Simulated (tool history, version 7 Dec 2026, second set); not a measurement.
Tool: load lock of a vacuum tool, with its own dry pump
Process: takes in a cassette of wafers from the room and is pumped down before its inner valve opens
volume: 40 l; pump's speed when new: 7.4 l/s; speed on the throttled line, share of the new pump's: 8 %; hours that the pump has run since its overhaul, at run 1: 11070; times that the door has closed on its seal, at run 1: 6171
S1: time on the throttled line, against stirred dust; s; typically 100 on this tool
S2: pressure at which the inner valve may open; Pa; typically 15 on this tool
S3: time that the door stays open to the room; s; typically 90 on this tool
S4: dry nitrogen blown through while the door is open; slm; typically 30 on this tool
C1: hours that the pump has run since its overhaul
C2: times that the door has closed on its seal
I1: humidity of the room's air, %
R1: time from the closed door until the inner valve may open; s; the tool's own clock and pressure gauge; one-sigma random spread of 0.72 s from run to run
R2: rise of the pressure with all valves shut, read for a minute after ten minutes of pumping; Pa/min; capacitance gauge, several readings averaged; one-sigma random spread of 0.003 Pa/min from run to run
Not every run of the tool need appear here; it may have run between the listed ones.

Run 1, hour 0: usual settings; C1 11070; C2 6171; I1 46.2. Result: R1 145 s, R2 0.024 Pa/min.
Run 2, hour 106.6: usual settings but S2 21 Pa; C1 11177; C2 6354; I1 45.5. Result: R1 142.3 s, R2 0.022 Pa/min.
Run 3, hour 178.8: usual settings; C1 11249; C2 6478; I1 43.1. Result: R1 144.2 s, R2 0.025 Pa/min.
Run 4, hour 273.9: usual settings but S3 40 s; C1 11344; C2 6641; I1 44.5. Result: R1 147.1 s, R2 0.022 Pa/min.
Run 5, hour 351.9: usual settings but S3 40 s; C1 11422; C2 6776; I1 45.8. Result: R1 144.8 s, R2 0.023 Pa/min.
Run 6, hour 403.9: usual settings but S3 40 s; C1 11474; C2 6865; I1 45.5. Result: R1 145.3 s, R2 0.024 Pa/min.
Run 7, hour 447.7: usual settings but S3 40 s; C1 11518; C2 6940; I1 46.4. Result: R1 145.3 s, R2 0.026 Pa/min.
Run 8, hour 551.7: usual settings but S1 164 s, S3 87 s; C1 11622; C2 7119; I1 42.2. Result: R1 204.4 s, R2 0.027 Pa/min.
Run 9, hour 610.7: usual settings but S1 177 s, S4 33 slm; C1 11681; C2 7220; I1 44. Result: R1 215.8 s, R2 0.029 Pa/min.
Run 10, hour 682.6: usual settings but S1 177 s, S3 118 s, S4 6 slm; C1 11753; C2 7344; I1 46. Result: R1 216.5 s, R2 0.057 Pa/min.
Run 11, hour 732.9: usual settings but S1 195 s, S2 24 Pa, S3 44 s, S4 13 slm; C1 11803; C2 7430; I1 42.2. Result: R1 228.4 s, R2 0.026 Pa/min.
Run 12, hour 827.9: usual settings but S1 195 s, S2 24 Pa, S3 44 s, S4 13 slm; C1 11898; C2 7593; I1 41.4. Result: R1 228.5 s, R2 0.037 Pa/min.
Run 13, hour 884.1: usual settings but S1 195 s, S2 24 Pa, S3 44 s, S4 13 slm; C1 11954; C2 7690; I1 43.6. Result: R1 227.6 s, R2 0.037 Pa/min.
Run 14, hour 954.5: usual settings but S1 195 s, S2 24 Pa, S3 44 s, S4 13 slm; C1 12024; C2 7811; I1 43.6. Result: R1 228.6 s, R2 0.026 Pa/min.

Predict each of these 5 candidate next runs independently; none follows another, all start after run 14:
Run A, hour 1039.1: usual settings but S3 50 s, S4 44 slm; C1 12109; C2 7956; I1 47.1. Result: R1 ?, R2 ?.
Run B, hour 1039.1: usual settings but S1 70 s, S2 22 Pa; C1 12109; C2 7956; I1 43.9. Result: R1 ?, R2 ?.
Run C, hour 1039.1: usual settings but S2 17 Pa; C1 12109; C2 7956; I1 44.6. Result: R1 ?, R2 ?.
Run D, hour 1039.1: usual settings but S4 5 slm; C1 12109; C2 7956; I1 47.1. Result: R1 ?, R2 ?.
Run E, hour 1039.1: usual settings but S1 196 s, S3 124 s; C1 12109; C2 7956; I1 43.5. Result: R1 ?, R2 ?.

run     R1     R2
  A  146.6  0.022
  B  115.4   0.03
  C  146.2  0.035
  D  146.2  0.052
  E  233.1  0.035
Take away the tool's hidden state, keep each run's random variation, and the runs would have read:
run     R1     R2
  A  140.4  0.006
  B  109.3  0.014
  C  140.2  0.019
  D  140.1  0.036
  E  228.3  0.019
